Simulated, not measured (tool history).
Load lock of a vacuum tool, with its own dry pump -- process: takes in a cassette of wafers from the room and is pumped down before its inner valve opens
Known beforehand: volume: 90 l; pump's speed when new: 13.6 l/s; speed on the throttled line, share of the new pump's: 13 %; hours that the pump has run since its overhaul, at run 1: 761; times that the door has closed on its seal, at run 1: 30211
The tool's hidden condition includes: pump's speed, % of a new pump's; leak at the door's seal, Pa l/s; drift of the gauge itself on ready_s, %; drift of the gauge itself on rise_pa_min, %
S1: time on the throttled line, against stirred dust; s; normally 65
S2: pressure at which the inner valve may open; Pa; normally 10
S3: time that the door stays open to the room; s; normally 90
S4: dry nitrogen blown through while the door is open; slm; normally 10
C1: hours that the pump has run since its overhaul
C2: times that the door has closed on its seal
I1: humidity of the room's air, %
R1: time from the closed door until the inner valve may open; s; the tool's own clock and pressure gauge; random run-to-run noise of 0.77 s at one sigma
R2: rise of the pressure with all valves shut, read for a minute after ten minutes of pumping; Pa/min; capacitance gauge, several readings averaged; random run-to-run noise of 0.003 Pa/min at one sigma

run 1 hour=0.0 | S1=65 S2=10 S3=90 S4=10 | C1=761 C2=30211 | I1=42.3 | R1=118.2 R2=0.477
run 2 hour=79.7 | S1=65 S2=10 S3=90 S4=10 | C1=841 C2=30465 | I1=45.3 | R1=117.1 R2=0.472
run 3 hour=215.3 | S1=65 S2=10 S3=90 S4=10 | C1=977 C2=30897 | I1=45.5 | R1=117.1 R2=0.492
run 4 hour=281.8 | S1=65 S2=10 S3=90 S4=10 | C1=1043 C2=31109 | I1=43.6 | R1=117.4 R2=0.480
run 5 hour=409.5 | S1=65 S2=10 S3=90 S4=10 | C1=1171 C2=31516 | I1=45.5 | R1=116.3 R2=0.504
run 6 hour=548.5 | S1=65 S2=10 S3=90 S4=22 | C1=1310 C2=31959 | I1=40.3 | R1=118.0 R2=0.510
-- hour=653.8 door's seal changed, seat wiped
run 7 hour=690.5 | S1=65 S2=10 S3=90 S4=22 | C1=1450 C2=117 | I1=44.4 | R1=117.3 R2=0.015
run 8 hour=809.0 | S1=65 S2=10 S3=90 S4=22 | C1=1569 C2=495 | I1=43.6 | R1=117.3 R2=0.015
run 9 hour=931.2 | S1=70 S2=10 S3=90 S4=22 | C1=1691 C2=884 | I1=46.6 | R1=122.1 R2=0.022
run 10 hour=995.1 | S1=70 S2=10 S3=90 S4=22 | C1=1755 C2=1088 | I1=46.4 | R1=121.7 R2=0.022
run 11 hour=1082.3 | S1=65 S2=10 S3=45 S4=10 | C1=1842 C2=1366 | I1=47.3 | R1=118.2 R2=0.022
run 12 hour=1167.4 | S1=65 S2=10 S3=45 S4=10 | C1=1927 C2=1637 | I1=42.0 | R1=119.7 R2=0.029
run 13 hour=1293.3 | S1=65 S2=10 S3=90 S4=10 | C1=2053 C2=2039 | I1=43.4 | R1=118.1 R2=0.034
run 14 hour=1444.4 | S1=65 S2=10 S3=37 S4=10 | C1=2204 C2=2520 | I1=40.4 | R1=119.0 R2=0.030
run 15 hour=1560.9 | S1=65 S2=10 S3=37 S4=10 | C1=2321 C2=2892 | I1=46.3 | R1=118.7 R2=0.032
run 16 hour=1654.9 | S1=65 S2=10 S3=37 S4=10 | C1=2415 C2=3191 | I1=44.6 | R1=116.7 R2=0.036
run 17 hour=1723.7 | S1=65 S2=9 S3=90 S4=10 | C1=2483 C2=3410 | I1=44.8 | R1=118.6 R2=0.048
run 18 hour=1863.5 | S1=65 S2=9 S3=90 S4=10 | C1=2623 C2=3856 | I1=43.7 | R1=120.5 R2=0.046
run 19 hour=1945.0 | S1=65 S2=14 S3=90 S4=31 | C1=2705 C2=4116 | I1=44.9 | R1=117.9 R2=0.039
run 20 hour=2090.8 | S1=65 S2=10 S3=95 S4=31 | C1=2851 C2=4581 | I1=43.7 | R1=117.8 R2=0.038
run 21 hour=2179.9 | S1=65 S2=10 S3=159 S4=10 | C1=2940 C2=4865 | I1=46.4 | R1=119.2 R2=0.068
run 22 hour=2256.5 | S1=52 S2=19 S3=31 S4=6 | C1=3016 C2=5109 | I1=44.7 | R1=102.7 R2=0.056
run 23 hour=2332.5 | S1=52 S2=19 S3=31 S4=6 | C1=3092 C2=5351 | I1=45.4 | R1=102.0 R2=0.054
run 24 hour=2397.0 | S1=33 S2=8 S3=59 S4=23 | C1=3157 C2=5557 | I1=45.5 | R1=92.3 R2=0.045
run 25 hour=2475.2 | S1=43 S2=16 S3=98 S4=38 | C1=3235 C2=5806 | I1=44.5 | R1=96.5 R2=0.047
run 26 hour=2620.8 | S1=65 S2=17 S3=80 S4=10 | C1=3381 C2=6270 | I1=48.3 | R1=116.3 R2=0.069
run 27 hour=2682.0 | S1=65 S2=17 S3=80 S4=10 | C1=3442 C2=6465 | I1=41.8 | R1=114.2 R2=0.069
run 28 hour=2819.1 | S1=65 S2=17 S3=80 S4=10 | C1=3579 C2=6902 | I1=48.8 | R1=114.8 R2=0.079
run 29 hour=2926.6 | S1=41 S2=17 S3=80 S4=9 | C1=3686 C2=7245 | I1=45.6 | R1=94.3 R2=0.075
run 30 hour=3028.2 | S1=43 S2=15 S3=36 S4=11 | C1=3788 C2=7569 | I1=47.6 | R1=97.0 R2=0.070
run 31 hour=3130.1 | S1=43 S2=15 S3=36 S4=11 | C1=3890 C2=7894 | I1=41.9 | R1=97.1 R2=0.068
run 32 hour=3230.2 | S1=43 S2=15 S3=36 S4=11 | C1=3990 C2=8212 | I1=45.1 | R1=96.6 R2=0.080
run 33 hour=3320.1 | S1=43 S2=15 S3=36 S4=11 | C1=4080 C2=8499 | I1=46.5 | R1=97.9 R2=0.078
run 34 hour=3410.6 | S1=129 S2=10 S3=230 S4=38 | C1=4170 C2=8788 | I1=43.7 | R1=173.5 R2=0.089
run 35 hour=3475.3 | S1=65 S2=10 S3=213 S4=44 | C1=4235 C2=8994 | I1=44.8 | R1=120.1 R2=0.088
run 36 hour=3556.8 | S1=65 S2=10 S3=132 S4=9 | C1=4317 C2=9254 | I1=44.1 | R1=120.6 R2=0.105

Alternative continuations, all from the tool just after run 36; predict every row:
run A hour=3687.8 | S1=104 S2=10 S3=45 S4=9 | C1=4448 C2=9671 | I1=48.1 | R1=? R2=?
run B hour=3687.8 | S1=84 S2=10 S3=93 S4=7 | C1=4448 C2=9671 | I1=43.7 | R1=? R2=?
run C hour=3687.8 | S1=65 S2=10 S3=79 S4=11 | C1=4448 C2=9671 | I1=46.0 | R1=? R2=?

run=A R1=153.2 R2=0.099
run=B R1=135.0 R2=0.108
run=C R1=119.9 R2=0.102
Stripped of hidden state, with their random variation kept, the same runs would have yielded:
run=A R1=151.5 R2=0.021
run=B R1=133.2 R2=0.031
run=C R1=118.0 R2=0.024
